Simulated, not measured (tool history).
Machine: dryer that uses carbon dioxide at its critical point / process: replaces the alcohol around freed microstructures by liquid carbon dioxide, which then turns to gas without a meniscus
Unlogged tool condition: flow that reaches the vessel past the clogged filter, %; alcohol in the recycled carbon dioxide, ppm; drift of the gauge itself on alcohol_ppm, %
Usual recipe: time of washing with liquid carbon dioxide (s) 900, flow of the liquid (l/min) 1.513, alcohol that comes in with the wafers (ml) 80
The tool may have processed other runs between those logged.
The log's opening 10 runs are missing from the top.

run	day	time of washing with liquid carbon dioxide (s)	flow of the liquid (l/min)	alcohol that comes in with the wafers (ml)	hours of work since the filter was changed	hours of work since the purifier's bed was changed	alcohol left in the vessel before it's heated (ppm by volume)
11	16.288	900	1.513	80	252	569	335
12	18.042	840	1.513	80	279	596	456
13	19.983	840	1.513	80	310	627	483
14	21.367	840	1.513	80	331	649	506
15	23.050	900	1.513	80	358	675	423
16	24.983	900	1.513	80	388	705	430
# day 26.100: inlet filter changed
17	27.029	900	1.513	40	15	736	117
18	29.125	1200	1.513	40	47	769	56
19	30.008	1200	1.270	31	61	783	87
20	30.875	1200	1.270	31	75	797	81
21	32.892	1200	1.270	31	106	828	78
22	34.042	720	1.270	32	124	846	450
23	36.017	720	1.270	32	155	877	446
24	37.612	720	0.960	32	180	902	907
# day 39.217: purifier's bed changed
25	39.725	900	2.380	114	211	8	47
26	40.904	900	2.480	67	230	26	29
27	42.533	900	2.480	67	255	52	18
28	44.079	1320	1.350	69	279	76	90
29	46.004	1200	1.720	67	309	106	39
30	46.904	960	1.470	34	324	120	142
31	48.575	1320	1.190	107	350	146	275
32	50.554	900	1.580	80	381	177	349
33	52.050	900	1.790	78	404	201	205
# day 52.275: inlet filter changed
34	53.883	900	1.790	78	25	229	94

Run 35, settings as shown, results not yet in. Your forecast:
35	55.092	900	1.100	25	44	248	?

{"run 35": {"alcohol left in the vessel before it's heated (ppm by volume)": 247}}
Minus the tool's unlogged condition, the same run would have read alcohol left in the vessel before it's heated (ppm by volume) 216.
